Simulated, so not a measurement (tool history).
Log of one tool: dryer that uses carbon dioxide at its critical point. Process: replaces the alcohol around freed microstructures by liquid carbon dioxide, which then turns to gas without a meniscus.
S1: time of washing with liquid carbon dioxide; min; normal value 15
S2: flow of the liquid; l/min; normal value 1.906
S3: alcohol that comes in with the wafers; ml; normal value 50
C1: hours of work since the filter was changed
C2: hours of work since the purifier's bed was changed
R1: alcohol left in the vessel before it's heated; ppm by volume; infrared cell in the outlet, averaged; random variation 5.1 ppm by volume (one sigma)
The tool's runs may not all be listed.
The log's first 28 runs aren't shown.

run	day	S1	S2	S3	C1	C2	R1
29	51.704	22	2.13	56	214	603	211
30	53.425	22	2.13	56	233	622	217
31	55.433	22	2.13	56	254	643	248
32	56.692	22	2.13	56	268	657	234
33	59.354	22	2.13	56	296	685	260
# day 61.446: purifier's bed changed
34	62.038	19	1.34	23	323	6	74
35	63.204	19	1.8	23	336	19	22
36	65.696	20	1.2	58	362	45	262
37	67.975	18	1.34	58	386	70	263
38	69.092	15	1.16	50	398	81	678
39	71.525	19	1.906	50	424	107	61
40	73.779	13	1.96	114	448	131	410
41	75.008	13	1.96	114	461	145	416
42	77.325	13	1.94	43	486	169	219

Forecast each of these 3 alternatives for the next run:
A	79.954	12	1.31	43	514	197	?
B	79.954	15	2.17	50	514	197	?
C	79.954	15	1.98	55	514	197	?

run	R1
A	904
B	123
C	159
Stripped of hidden state, with their random variation kept, the same runs would have yielded:
run	R1
A	534
B	23
C	38

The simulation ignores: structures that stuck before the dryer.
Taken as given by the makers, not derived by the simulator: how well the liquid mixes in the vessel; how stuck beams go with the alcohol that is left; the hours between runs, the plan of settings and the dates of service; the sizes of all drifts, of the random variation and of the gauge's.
